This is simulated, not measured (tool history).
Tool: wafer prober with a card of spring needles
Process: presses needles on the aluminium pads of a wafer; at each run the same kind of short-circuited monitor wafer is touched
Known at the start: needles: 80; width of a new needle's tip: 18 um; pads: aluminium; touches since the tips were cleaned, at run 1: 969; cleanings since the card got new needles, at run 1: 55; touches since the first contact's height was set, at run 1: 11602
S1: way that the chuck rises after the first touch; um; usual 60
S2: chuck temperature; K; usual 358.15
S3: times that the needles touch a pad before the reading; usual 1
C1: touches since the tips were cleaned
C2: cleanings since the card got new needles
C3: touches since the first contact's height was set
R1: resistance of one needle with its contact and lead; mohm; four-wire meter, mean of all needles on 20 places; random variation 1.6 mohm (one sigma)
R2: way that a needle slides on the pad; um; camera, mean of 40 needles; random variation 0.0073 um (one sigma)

run 1 hour=0.0 | S1=60 S2=358.15 S3=1 | C1=969 C2=55 C3=11602 | R1=370 R2=11.146
-- hour=12.9 tips cleaned on abrasive film
-- hour=29.6 tips cleaned on abrasive film
-- hour=45.2 tips cleaned on abrasive film
run 2 hour=45.2 | S1=60 S2=358.15 S3=1 | C1=0 C2=58 C3=38612 | R1=185 R2=11.135
-- hour=61.4 tips cleaned on abrasive film
-- hour=78.4 tips cleaned on abrasive film
run 3 hour=87.6 | S1=66 S2=358.15 S3=1 | C1=5540 C2=60 C3=64010 | R1=473 R2=12.228
-- hour=93.5 tips cleaned on abrasive film
-- hour=110.1 tips cleaned on abrasive film
-- hour=127.1 tips cleaned on abrasive film
run 4 hour=140.0 | S1=78 S2=358.15 S3=1 | C1=7741 C2=63 C3=95396 | R1=387 R2=14.423
-- hour=143.0 tips cleaned on abrasive film
-- hour=159.0 tips cleaned on abrasive film
-- hour=175.8 tips cleaned on abrasive film
run 5 hour=178.7 | S1=78 S2=358.15 S3=1 | C1=1759 C2=66 C3=118540 | R1=293 R2=14.411
-- hour=192.2 tips cleaned on abrasive film
run 6 hour=205.7 | S1=78 S2=358.15 S3=1 | C1=8089 C2=67 C3=134697 | R1=392 R2=14.393
-- hour=209.3 tips cleaned on abrasive film
-- hour=226.6 tips cleaned on abrasive film
-- hour=243.6 tips cleaned on abrasive film
-- hour=259.8 tips cleaned on abrasive film
run 7 hour=262.9 | S1=60 S2=307.15 S3=1 | C1=1863 C2=71 C3=168918 | R1=420 R2=11.024
-- hour=274.8 tips cleaned on abrasive film
-- hour=281.1 height of the first contact set anew
-- hour=291.8 tips cleaned on abrasive film
run 8 hour=293.9 | S1=60 S2=307.15 S3=1 | C1=1308 C2=73 C3=7687 | R1=401 R2=10.924
-- hour=307.4 tips cleaned on abrasive film
-- hour=324.7 tips cleaned on abrasive film
-- hour=339.8 tips cleaned on abrasive film
run 9 hour=339.8 | S1=60 S2=307.15 S3=1 | C1=0 C2=76 C3=35110 | R1=187 R2=10.898
-- hour=356.6 tips cleaned on abrasive film
-- hour=373.1 tips cleaned on abrasive film
run 10 hour=373.4 | S1=60 S2=329.15 S3=1 | C1=197 C2=78 C3=55235 | R1=222 R2=10.882
-- hour=390.1 tips cleaned on abrasive film
run 11 hour=399.7 | S1=60 S2=329.15 S3=1 | C1=5825 C2=79 C3=71024 | R1=600 R2=10.870
-- hour=406.9 tips cleaned on abrasive film
-- hour=424.5 tips cleaned on abrasive film
-- hour=440.2 tips cleaned on abrasive film
run 12 hour=448.5 | S1=60 S2=329.15 S3=1 | C1=4982 C2=82 C3=100202 | R1=603 R2=10.847
-- hour=455.7 tips cleaned on abrasive film
-- hour=472.8 tips cleaned on abrasive film
run 13 hour=486.3 | S1=60 S2=329.15 S3=1 | C1=8133 C2=84 C3=122855 | R1=607 R2=10.841
-- hour=490.0 tips cleaned on abrasive film
-- hour=507.2 tips cleaned on abrasive film
-- hour=524.3 tips cleaned on abrasive film
run 14 hour=525.3 | S1=60 S2=329.15 S3=1 | C1=590 C2=87 C3=146099 | R1=327 R2=10.799
-- hour=542.0 tips cleaned on abrasive film
-- hour=558.5 tips cleaned on abrasive film
-- hour=569.4 height of the first contact set anew, once more
run 15 hour=571.9 | S1=47 S2=358.15 S3=1 | C1=7896 C2=89 C3=1516 | R1=837 R2=8.740
-- hour=575.6 tips cleaned on abrasive film
-- hour=592.3 tips cleaned on abrasive film
run 16 hour=596.8 | S1=47 S2=389.15 S3=1 | C1=2698 C2=91 C3=16387 | R1=706 R2=8.728
-- hour=606.6 tips cleaned on abrasive film
-- hour=624.1 tips cleaned on abrasive film
run 17 hour=636.0 | S1=60 S2=309.15 S3=2 | C1=7167 C2=93 C3=39833 | R1=410 R2=11.123
-- hour=639.6 tips cleaned on abrasive film
-- hour=656.6 tips cleaned on abrasive film
-- hour=674.1 tips cleaned on abrasive film
run 18 hour=676.5 | S1=60 S2=358.15 S3=2 | C1=1445 C2=96 C3=64045 | R1=300 R2=11.109
-- hour=689.9 tips cleaned on abrasive film
-- hour=704.4 tips cleaned on abrasive film
run 19 hour=707.0 | S1=65 S2=358.15 S3=2 | C1=1573 C2=98 C3=82299 | R1=280 R2=12.022
-- hour=719.7 tips cleaned on abrasive film
-- hour=737.0 tips cleaned on abrasive film
-- hour=753.2 tips cleaned on abrasive film
run 20 hour=764.2 | S1=57 S2=356.15 S3=1 | C1=6638 C2=101 C3=116576 | R1=633 R2=10.500
-- hour=770.9 tips cleaned on abrasive film
-- hour=788.4 tips cleaned on abrasive film
run 21 hour=788.4 | S1=57 S2=356.15 S3=1 | C1=0 C2=103 C3=130972 | R1=188 R2=10.468
-- hour=805.3 tips cleaned on abrasive film
-- hour=821.2 tips cleaned on abrasive film
-- hour=835.4 tips cleaned on abrasive film
run 22 hour=839.7 | S1=58 S2=334.15 S3=2 | C1=2613 C2=106 C3=161728 | R1=410 R2=10.640
-- hour=852.1 tips cleaned on abrasive film
-- hour=869.3 tips cleaned on abrasive film
-- hour=869.6 height of the first contact set anew
run 23 hour=874.6 | S1=51 S2=339.15 S3=1 | C1=3007 C2=108 C3=3007 | R1=660 R2=9.489
-- hour=884.3 tips cleaned on abrasive film
-- hour=901.2 tips cleaned on abrasive film
-- hour=916.8 tips cleaned on abrasive film
run 24 hour=922.8 | S1=48 S2=324.15 S3=1 | C1=3608 C2=111 C3=31828 | R1=779 R2=8.916
-- hour=933.2 tips cleaned on abrasive film
-- hour=949.0 tips cleaned on abrasive film
-- hour=964.4 tips cleaned on abrasive film
run 25 hour=973.5 | S1=60 S2=358.15 S3=2 | C1=5504 C2=114 C3=62172 | R1=413 R2=11.122
-- hour=980.7 tips cleaned on abrasive film
-- hour=997.3 tips cleaned on abrasive film
run 26 hour=1010.4 | S1=58 S2=352.15 S3=2 | C1=7902 C2=116 C3=84261 | R1=437 R2=10.720
-- hour=1013.6 tips cleaned on abrasive film
-- hour=1031.2 tips cleaned on abrasive film
run 27 hour=1042.2 | S1=60 S2=327.15 S3=2 | C1=6628 C2=118 C3=103305 | R1=423 R2=11.077
-- hour=1045.9 tips cleaned on abrasive film
-- hour=1060.1 tips cleaned on abrasive film
-- hour=1077.3 tips cleaned on abrasive film
run 28 hour=1079.4 | S1=50 S2=349.15 S3=1 | C1=1267 C2=121 C3=125484 | R1=464 R2=9.192
-- hour=1092.7 tips cleaned on abrasive film
-- hour=1108.3 tips cleaned on abrasive film
run 29 hour=1108.3 | S1=60 S2=323.15 S3=3 | C1=0 C2=123 C3=142759 | R1=160 R2=11.065

Forecast each of these 3 alternatives for the next run:
-- hour=1126.0 tips cleaned on abrasive film
-- hour=1143.5 tips cleaned on abrasive film
-- hour=1160.8 tips cleaned on abrasive film
run A hour=1162.2 | S1=76 S2=358.15 S3=1 | C1=858 C2=126 C3=175075 | R1=? R2=?
-- hour=1126.0 tips cleaned on abrasive film
-- hour=1143.5 tips cleaned on abrasive film
-- hour=1160.8 tips cleaned on abrasive film
run B hour=1162.2 | S1=40 S2=323.15 S3=1 | C1=858 C2=126 C3=175075 | R1=? R2=?
-- hour=1126.0 tips cleaned on abrasive film
-- hour=1143.5 tips cleaned on abrasive film
-- hour=1160.8 tips cleaned on abrasive film
run C hour=1162.2 | S1=54 S2=315.15 S3=2 | C1=858 C2=126 C3=175075 | R1=? R2=?

run=A R1=295 R2=14.000
run=B R1=723 R2=7.302
run=C R1=334 R2=9.913
Without the tool's hidden state the same runs would have given:
run=A R1=142 R2=14.144
run=B R1=168 R2=7.446
run=C R1=145 R2=10.057
